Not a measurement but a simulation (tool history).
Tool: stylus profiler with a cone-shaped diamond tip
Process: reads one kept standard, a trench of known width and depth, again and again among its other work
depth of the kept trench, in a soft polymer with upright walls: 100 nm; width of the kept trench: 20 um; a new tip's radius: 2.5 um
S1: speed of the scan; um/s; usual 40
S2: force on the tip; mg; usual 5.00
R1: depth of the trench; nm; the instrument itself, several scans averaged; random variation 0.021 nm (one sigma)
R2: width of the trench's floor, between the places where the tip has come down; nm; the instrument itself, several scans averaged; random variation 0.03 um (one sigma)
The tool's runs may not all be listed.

{"run": 1, "hour": 0.0, "S1": 40, "S2": 5.0, "R1": 101.06, "R2": 18170}
{"run": 2, "hour": 44.6, "S1": 33, "S2": 5.0, "R1": 101.04, "R2": 18160}
{"run": 3, "hour": 94.5, "S1": 33, "S2": 5.0, "R1": 101.06, "R2": 18100}
{"run": 4, "hour": 140.2, "S1": 33, "S2": 10.42, "R1": 101.82, "R2": 18120}
{"run": 5, "hour": 187.1, "S1": 33, "S2": 10.42, "R1": 101.85, "R2": 18130}
{"run": 6, "hour": 221.1, "S1": 40, "S2": 5.0, "R1": 101.03, "R2": 18030}
{"run": 7, "hour": 267.0, "S1": 15, "S2": 5.0, "R1": 101.05, "R2": 18140}
{"run": 8, "hour": 301.6, "S1": 15, "S2": 5.0, "R1": 101.02, "R2": 18160}
{"run": 9, "hour": 327.4, "S1": 15, "S2": 5.0, "R1": 101.05, "R2": 18140}
{"run": 10, "hour": 360.4, "S1": 40, "S2": 3.92, "R1": 100.87, "R2": 17970}
{"run": 11, "hour": 405.6, "S1": 112, "S2": 5.0, "R1": 101.01, "R2": 17830}
{"run": 12, "hour": 439.2, "S1": 112, "S2": 5.0, "R1": 101.0, "R2": 17770}
{"run": 13, "hour": 460.5, "S1": 112, "S2": 5.0, "R1": 101.04, "R2": 17820}
{"run": 14, "hour": 483.9, "S1": 40, "S2": 3.89, "R1": 100.87, "R2": 18000}
{"run": 15, "hour": 532.0, "S1": 40, "S2": 3.89, "R1": 100.82, "R2": 18030}
{"run": 16, "hour": 561.5, "S1": 40, "S2": 5.0, "R1": 101.08, "R2": 18030}
{"run": 17, "hour": 609.5, "S1": 70, "S2": 5.0, "R1": 100.97, "R2": 17970}
{"run": 18, "hour": 655.2, "S1": 33, "S2": 5.0, "R1": 101.0, "R2": 18060}
{"run": 19, "hour": 687.5, "S1": 33, "S2": 5.0, "R1": 101.02, "R2": 18000}
{"run": 20, "hour": 731.0, "S1": 40, "S2": 5.0, "R1": 101.01, "R2": 18010}
{"run": 21, "hour": 774.8, "S1": 40, "S2": 5.0, "R1": 100.99, "R2": 17960}
{"run": 22, "hour": 810.9, "S1": 40, "S2": 2.62, "R1": 100.56, "R2": 17880}
{"run": 23, "hour": 844.3, "S1": 40, "S2": 2.62, "R1": 100.59, "R2": 17950}
{"run": 24, "hour": 865.7, "S1": 13, "S2": 2.38, "R1": 100.5, "R2": 18000}
{"run": 25, "hour": 909.5, "S1": 13, "S2": 2.38, "R1": 100.56, "R2": 18000}
{"run": 26, "hour": 935.9, "S1": 12, "S2": 7.38, "R1": 101.32, "R2": 18050}
{"run": 27, "hour": 984.4, "S1": 40, "S2": 3.55, "R1": 100.75, "R2": 17930}
{"run": 28, "hour": 1020.3, "S1": 127, "S2": 9.82, "R1": 101.69, "R2": 17780}
{"run": 29, "hour": 1052.0, "S1": 19, "S2": 13.76, "R1": 102.13, "R2": 17980}
{"run": 30, "hour": 1072.5, "S1": 19, "S2": 13.76, "R1": 102.18, "R2": 18010}
{"run": 31, "hour": 1099.1, "S1": 69, "S2": 2.91, "R1": 100.58, "R2": 17750}
{"run": 32, "hour": 1138.3, "S1": 40, "S2": 3.05, "R1": 100.61, "R2": 17820}
{"run": 33, "hour": 1159.2, "S1": 43, "S2": 13.01, "R1": 102.07, "R2": 17950}
{"run": 34, "hour": 1188.4, "S1": 43, "S2": 13.01, "R1": 102.1, "R2": 17920}
{"run": 35, "hour": 1217.0, "S1": 131, "S2": 13.01, "R1": 102.1, "R2": 17790}
{"run": 36, "hour": 1255.6, "S1": 40, "S2": 1.94, "R1": 100.37, "R2": 17760}
{"run": 37, "hour": 1278.5, "S1": 115, "S2": 7.38, "R1": 101.34, "R2": 17710}
{"run": 38, "hour": 1325.3, "S1": 115, "S2": 7.38, "R1": 101.3, "R2": 17680}
{"run": 39, "hour": 1351.9, "S1": 17, "S2": 14.1, "R1": 102.25, "R2": 17960}
{"run": 40, "hour": 1397.3, "S1": 17, "S2": 14.1, "R1": 102.2, "R2": 17940}
{"run": 41, "hour": 1419.1, "S1": 111, "S2": 6.16, "R1": 101.12, "R2": 17690}
{"run": 42, "hour": 1440.6, "S1": 124, "S2": 4.88, "R1": 100.94, "R2": 17620}
{"run": 43, "hour": 1474.9, "S1": 34, "S2": 1.94, "R1": 100.36, "R2": 17850}
{"run": 44, "hour": 1522.5, "S1": 17, "S2": 1.94, "R1": 100.37, "R2": 17910}
{"run": 45, "hour": 1562.1, "S1": 17, "S2": 1.94, "R1": 100.41, "R2": 17950}
{"run": 46, "hour": 1598.9, "S1": 123, "S2": 2.81, "R1": 100.52, "R2": 17480}

Hidden state or all else? Some run-to-run changes of R1, split into what the settings, what came in and random variation would give without the hidden state, and what is left for the hidden state (with any gauge scatter that isn't in both results):
The hidden state here: radius of the tip, um; height scale over the true one, %; drift of the gauge itself on depth_nm, %; drift of the gauge itself on floor_um, %.
Run 1 -> 2: S1 40 -> 33. R1 -0.02 nm: hidden state -0.01, all else -0.01.
Run 2 -> 3: no setting changed, nothing entered. R1 +0.02 nm: hidden state -0.01, all else +0.03.
Run 3 -> 4: S2 5.00 -> 10.42. R1 +0.76 nm: hidden state +0.01, all else +0.75.
Run 30 -> 31: S1 19 -> 69, S2 13.76 -> 2.91. R1 -1.60 nm: hidden state +0.00, all else -1.60.
Run 32 -> 33: S1 40 -> 43, S2 3.05 -> 13.01. R1 +1.46 nm: hidden state -0.01, all else +1.47.
Run 35 -> 36: S1 131 -> 40, S2 13.01 -> 1.94. R1 -1.73 nm: hidden state +0.00, all else -1.73.
